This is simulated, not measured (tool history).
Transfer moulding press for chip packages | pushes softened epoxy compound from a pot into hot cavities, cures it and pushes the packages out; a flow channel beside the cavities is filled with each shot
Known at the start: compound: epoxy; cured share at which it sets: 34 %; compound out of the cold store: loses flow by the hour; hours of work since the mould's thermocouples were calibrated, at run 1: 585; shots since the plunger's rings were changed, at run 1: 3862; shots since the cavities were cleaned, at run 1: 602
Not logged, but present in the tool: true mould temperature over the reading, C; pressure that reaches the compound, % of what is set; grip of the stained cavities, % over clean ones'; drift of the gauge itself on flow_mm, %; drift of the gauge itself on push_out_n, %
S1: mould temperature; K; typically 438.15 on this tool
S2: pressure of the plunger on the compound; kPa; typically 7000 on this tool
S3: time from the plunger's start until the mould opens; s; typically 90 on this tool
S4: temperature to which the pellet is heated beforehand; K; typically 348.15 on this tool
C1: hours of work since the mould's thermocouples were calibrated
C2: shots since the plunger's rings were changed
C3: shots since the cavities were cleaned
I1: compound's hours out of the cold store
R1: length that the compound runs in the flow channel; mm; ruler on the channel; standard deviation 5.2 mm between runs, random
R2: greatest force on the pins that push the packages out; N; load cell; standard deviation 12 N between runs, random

Run 1, hour 0.0: usual settings; C1 585; C2 3862; C3 602; I1 12.9. Result: R1 715 mm, R2 806 N.
At hour 16.8: cavities cleaned with cleaning compound and waxed.
Run 2, hour 20.0: usual settings; C1 593; C2 4026; C3 29; I1 24.8. Result: R1 696 mm, R2 683 N.
At hour 29.6: plunger's sealing rings changed.
Run 3, hour 42.5: usual settings; C1 602; C2 114; C3 205; I1 43.4. Result: R1 708 mm, R2 724 N.
Run 4, hour 70.7: usual settings but S3 95 s; C1 615; C2 363; C3 454; I1 14.3. Result: R1 753 mm, R2 754 N.
Run 5, hour 95.0: usual settings but S3 125 s; C1 626; C2 577; C3 668; I1 13.8. Result: R1 757 mm, R2 607 N.
At hour 103.4: cavities cleaned with cleaning compound and waxed.
Run 6, hour 119.0: usual settings but S3 125 s; C1 636; C2 776; C3 138; I1 41.3. Result: R1 711 mm, R2 460 N.
Run 7, hour 142.6: usual settings; C1 647; C2 984; C3 346; I1 24.9. Result: R1 738 mm, R2 772 N.
Run 8, hour 176.7: usual settings but S2 6370 kPa; C1 662; C2 1285; C3 647; I1 25.2. Result: R1 692 mm, R2 862 N.
At hour 187.2: cavities cleaned with cleaning compound and waxed.
Run 9, hour 199.2: usual settings but S2 6370 kPa, S3 80 s; C1 672; C2 1470; C3 106; I1 21.3. Result: R1 696 mm, R2 897 N.
At hour 211.6: mould's thermocouples calibrated.
Run 10, hour 227.8: usual settings but S2 6370 kPa, S3 80 s; C1 7; C2 1705; C3 341; I1 26.9. Result: R1 686 mm, R2 912 N.
Run 11, hour 259.0: usual settings; C1 21; C2 1980; C3 616; I1 13.5. Result: R1 736 mm, R2 768 N.
At hour 275.3: cavities cleaned with cleaning compound and waxed.
Run 12, hour 297.7: usual settings; C1 38; C2 2308; C3 198; I1 15.8. Result: R1 718 mm, R2 696 N.
Run 13, hour 334.5: usual settings; C1 55; C2 2633; C3 523; I1 16.7. Result: R1 714 mm, R2 769 N.
At hour 359.7: cavities cleaned with cleaning compound and waxed.
Run 14, hour 363.1: usual settings; C1 67; C2 2872; C3 30; I1 25.4. Result: R1 699 mm, R2 596 N.
Run 15, hour 392.6: usual settings; C1 81; C2 3132; C3 290; I1 26.7. Result: R1 685 mm, R2 704 N.
Run 16, hour 414.8: usual settings; C1 91; C2 3328; C3 486; I1 34.1. Result: R1 679 mm, R2 771 N.
Run 17, hour 439.3: usual settings but S2 7500 kPa; C1 102; C2 3544; C3 702; I1 39.4. Result: R1 695 mm, R2 801 N.
At hour 443.9: cavities cleaned with cleaning compound and waxed.
Run 18, hour 470.0: usual settings but S3 100 s; C1 115; C2 3802; C3 231; I1 46.1. Result: R1 660 mm, R2 568 N.
Run 19, hour 490.5: usual settings but S3 101 s, S4 343.15 K; C1 124; C2 3983; C3 412; I1 24.4. Result: R1 682 mm, R2 598 N.
At hour 504.8: plunger's sealing rings changed.
Run 20, hour 521.2: usual settings but S2 7190 kPa, S3 101 s, S4 349.15 K; C1 137; C2 144; C3 660; I1 21.0. Result: R1 753 mm, R2 664 N.
At hour 531.1: cavities cleaned with cleaning compound and waxed.
Run 21, hour 554.8: usual settings but S2 7190 kPa, S3 101 s, S4 349.15 K; C1 151; C2 427; C3 209; I1 13.8. Result: R1 775 mm, R2 591 N.
Run 22, hour 574.2: usual settings but S2 7190 kPa, S3 101 s, S4 349.15 K; C1 160; C2 598; C3 380; I1 26.4. Result: R1 743 mm, R2 609 N.
Run 23, hour 592.7: usual settings but S2 7190 kPa, S3 101 s, S4 349.15 K; C1 169; C2 762; C3 544; I1 40.3. Result: R1 711 mm, R2 657 N.
At hour 616.2: cavities cleaned with cleaning compound and waxed.
Run 24, hour 629.7: usual settings but S1 434.15 K, S2 6270 kPa, S3 103 s, S4 358.15 K; C1 185; C2 1075; C3 119; I1 22.7. Result: R1 704 mm, R2 654 N.
Run 25, hour 654.1: usual settings but S1 434.15 K, S2 6270 kPa, S3 103 s, S4 358.15 K; C1 196; C2 1290; C3 334; I1 35.2. Result: R1 677 mm, R2 709 N.
Run 26, hour 688.0: usual settings but S1 431.15 K, S2 7810 kPa, S3 89 s, S4 354.15 K; C1 211; C2 1590; C3 634; I1 29.3. Result: R1 783 mm, R2 1438 N.
At hour 700.1: cavities cleaned with cleaning compound and waxed.
Run 27, hour 719.5: usual settings but S1 439.15 K, S2 7810 kPa, S3 89 s, S4 338.15 K; C1 225; C2 1854; C3 171; I1 15.2. Result: R1 774 mm, R2 702 N.

Below are 5 alternative next runs, each starting from the tool's condition after run 27. Predict each:
Run A, hour 741.7: usual settings but S1 442.15 K, S2 5670 kPa, S3 89 s, S4 338.15 K; C1 235; C2 2050; C3 367; I1 22.6. Result: R1 ?, R2 ?.
Run B, hour 741.7: usual settings but S1 444.15 K, S2 6010 kPa, S3 128 s, S4 338.15 K; C1 235; C2 2050; C3 367; I1 42.1. Result: R1 ?, R2 ?.
Run C, hour 741.7: usual settings but S1 437.15 K; C1 235; C2 2050; C3 367; I1 39.8. Result: R1 ?, R2 ?.
Run D, hour 741.7: usual settings but S1 443.15 K; C1 235; C2 2050; C3 367; I1 13.1. Result: R1 ?, R2 ?.
Run E, hour 741.7: usual settings but S2 5560 kPa, S4 339.15 K; C1 235; C2 2050; C3 367; I1 23.8. Result: R1 ?, R2 ?.

run   R1   R2
  A  643  634
  B  624  536
  C  690  761
  D  725  597
  E  635  735
Without the tool's unlogged condition, the same runs would have read:
run   R1   R2
  A  667  509
  B  647  433
  C  716  606
  D  753  480
  E  659  585
